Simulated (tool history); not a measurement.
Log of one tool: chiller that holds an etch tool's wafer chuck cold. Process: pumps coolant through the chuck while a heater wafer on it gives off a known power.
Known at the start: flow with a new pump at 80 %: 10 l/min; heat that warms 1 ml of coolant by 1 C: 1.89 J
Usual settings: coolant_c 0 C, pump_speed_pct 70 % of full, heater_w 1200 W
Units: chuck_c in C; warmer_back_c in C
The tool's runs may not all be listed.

{"run": 1, "hour": 0.0, "coolant_c": 0, "pump_speed_pct": 70, "heater_w": 1200, "chuck_c": 12.77, "warmer_back_c": 4.45}
{"run": 2, "hour": 33.5, "coolant_c": 0, "pump_speed_pct": 70, "heater_w": 1200, "chuck_c": 12.82, "warmer_back_c": 4.46}
{"run": 3, "hour": 70.0, "coolant_c": 0, "pump_speed_pct": 70, "heater_w": 1200, "chuck_c": 12.79, "warmer_back_c": 4.46}
{"run": 4, "hour": 112.1, "coolant_c": 0, "pump_speed_pct": 70, "heater_w": 1200, "chuck_c": 12.74, "warmer_back_c": 4.46}
{"run": 5, "hour": 149.2, "coolant_c": 0, "pump_speed_pct": 70, "heater_w": 1200, "chuck_c": 12.82, "warmer_back_c": 4.49}
{"run": 6, "hour": 169.1, "coolant_c": 0, "pump_speed_pct": 70, "heater_w": 1200, "chuck_c": 12.73, "warmer_back_c": 4.48}
{"run": 7, "hour": 206.1, "coolant_c": 0, "pump_speed_pct": 70, "heater_w": 1200, "chuck_c": 12.77, "warmer_back_c": 4.45}
{"run": 8, "hour": 253.2, "coolant_c": 0, "pump_speed_pct": 65, "heater_w": 1200, "chuck_c": 13.68, "warmer_back_c": 4.92}
{"run": 9, "hour": 289.0, "coolant_c": 0, "pump_speed_pct": 65, "heater_w": 1200, "chuck_c": 13.73, "warmer_back_c": 4.91}
{"run": 10, "hour": 310.7, "coolant_c": 0, "pump_speed_pct": 69, "heater_w": 1200, "chuck_c": 12.97, "warmer_back_c": 4.59}
{"run": 11, "hour": 356.0, "coolant_c": 0, "pump_speed_pct": 70, "heater_w": 1200, "chuck_c": 12.79, "warmer_back_c": 4.54}
{"run": 12, "hour": 401.5, "coolant_c": 0, "pump_speed_pct": 70, "heater_w": 1200, "chuck_c": 12.76, "warmer_back_c": 4.57}
{"run": 13, "hour": 436.6, "coolant_c": 0, "pump_speed_pct": 70, "heater_w": 1200, "chuck_c": 12.79, "warmer_back_c": 4.54}
{"run": 14, "hour": 478.8, "coolant_c": 0, "pump_speed_pct": 91, "heater_w": 1200, "chuck_c": 10.16, "warmer_back_c": 3.45}
{"run": 15, "hour": 515.0, "coolant_c": 0, "pump_speed_pct": 70, "heater_w": 1200, "chuck_c": 12.81, "warmer_back_c": 4.59}
{"run": 16, "hour": 554.0, "coolant_c": 0, "pump_speed_pct": 70, "heater_w": 1200, "chuck_c": 12.78, "warmer_back_c": 4.63}
{"run": 17, "hour": 595.2, "coolant_c": 0, "pump_speed_pct": 70, "heater_w": 1200, "chuck_c": 12.78, "warmer_back_c": 4.63}
{"run": 18, "hour": 617.7, "coolant_c": 0, "pump_speed_pct": 77, "heater_w": 1232, "chuck_c": 12.08, "warmer_back_c": 4.32}
{"run": 19, "hour": 657.0, "coolant_c": -1, "pump_speed_pct": 60, "heater_w": 1643, "chuck_c": 19, "warmer_back_c": 7.43}
{"run": 20, "hour": 680.4, "coolant_c": -1, "pump_speed_pct": 92, "heater_w": 886, "chuck_c": 6.38, "warmer_back_c": 2.63}
{"run": 21, "hour": 722.0, "coolant_c": -1, "pump_speed_pct": 92, "heater_w": 886, "chuck_c": 6.44, "warmer_back_c": 2.66}
{"run": 22, "hour": 765.9, "coolant_c": 1, "pump_speed_pct": 70, "heater_w": 851, "chuck_c": 10.06, "warmer_back_c": 3.35}
{"run": 23, "hour": 786.5, "coolant_c": -9, "pump_speed_pct": 70, "heater_w": 1200, "chuck_c": 3.84, "warmer_back_c": 4.68}
{"run": 24, "hour": 832.2, "coolant_c": -1, "pump_speed_pct": 73, "heater_w": 841, "chuck_c": 7.66, "warmer_back_c": 3.22}
{"run": 25, "hour": 870.2, "coolant_c": -4, "pump_speed_pct": 61, "heater_w": 1413, "chuck_c": 12.96, "warmer_back_c": 6.38}
{"run": 26, "hour": 893.3, "coolant_c": 0, "pump_speed_pct": 70, "heater_w": 802, "chuck_c": 8.42, "warmer_back_c": 3.28}
{"hour": 897.1, "done": "gauge calibrated"}
{"run": 27, "hour": 918.6, "coolant_c": 2, "pump_speed_pct": 98, "heater_w": 1328, "chuck_c": 12.43, "warmer_back_c": 3.36}
{"run": 28, "hour": 949.4, "coolant_c": 5, "pump_speed_pct": 61, "heater_w": 1200, "chuck_c": 19.42, "warmer_back_c": 5.2}
{"run": 29, "hour": 995.4, "coolant_c": 2, "pump_speed_pct": 69, "heater_w": 1200, "chuck_c": 14.98, "warmer_back_c": 4.51}
{"run": 30, "hour": 1026.6, "coolant_c": 2, "pump_speed_pct": 77, "heater_w": 1286, "chuck_c": 14.65, "warmer_back_c": 4.31}
{"run": 31, "hour": 1056.4, "coolant_c": 9, "pump_speed_pct": 77, "heater_w": 1685, "chuck_c": 25.43, "warmer_back_c": 5.63}
{"run": 32, "hour": 1081.4, "coolant_c": 9, "pump_speed_pct": 77, "heater_w": 1685, "chuck_c": 25.5, "warmer_back_c": 5.63}
{"run": 33, "hour": 1124.2, "coolant_c": 5, "pump_speed_pct": 60, "heater_w": 849, "chuck_c": 15.31, "warmer_back_c": 3.81}

3 ways to go on from here, each from the tool as it stands after run 33. What would each give?
{"run": "A", "hour": 1165.4, "coolant_c": 5, "pump_speed_pct": 85, "heater_w": 849, "chuck_c": "?", "warmer_back_c": "?"}
{"run": "B", "hour": 1165.4, "coolant_c": 10, "pump_speed_pct": 60, "heater_w": 702, "chuck_c": "?", "warmer_back_c": "?"}
{"run": "C", "hour": 1165.4, "coolant_c": 5, "pump_speed_pct": 67, "heater_w": 1389, "chuck_c": "?", "warmer_back_c": "?"}

run=A chuck_c=12.5 warmer_back_c=2.63
run=B chuck_c=18.49 warmer_back_c=3.15
run=C chuck_c=20.36 warmer_back_c=5.44
Without the tool's hidden state the same runs would have given:
run=A chuck_c=12.5 warmer_back_c=2.54
run=B chuck_c=18.49 warmer_back_c=3.06
run=C chuck_c=20.36 warmer_back_c=5.35

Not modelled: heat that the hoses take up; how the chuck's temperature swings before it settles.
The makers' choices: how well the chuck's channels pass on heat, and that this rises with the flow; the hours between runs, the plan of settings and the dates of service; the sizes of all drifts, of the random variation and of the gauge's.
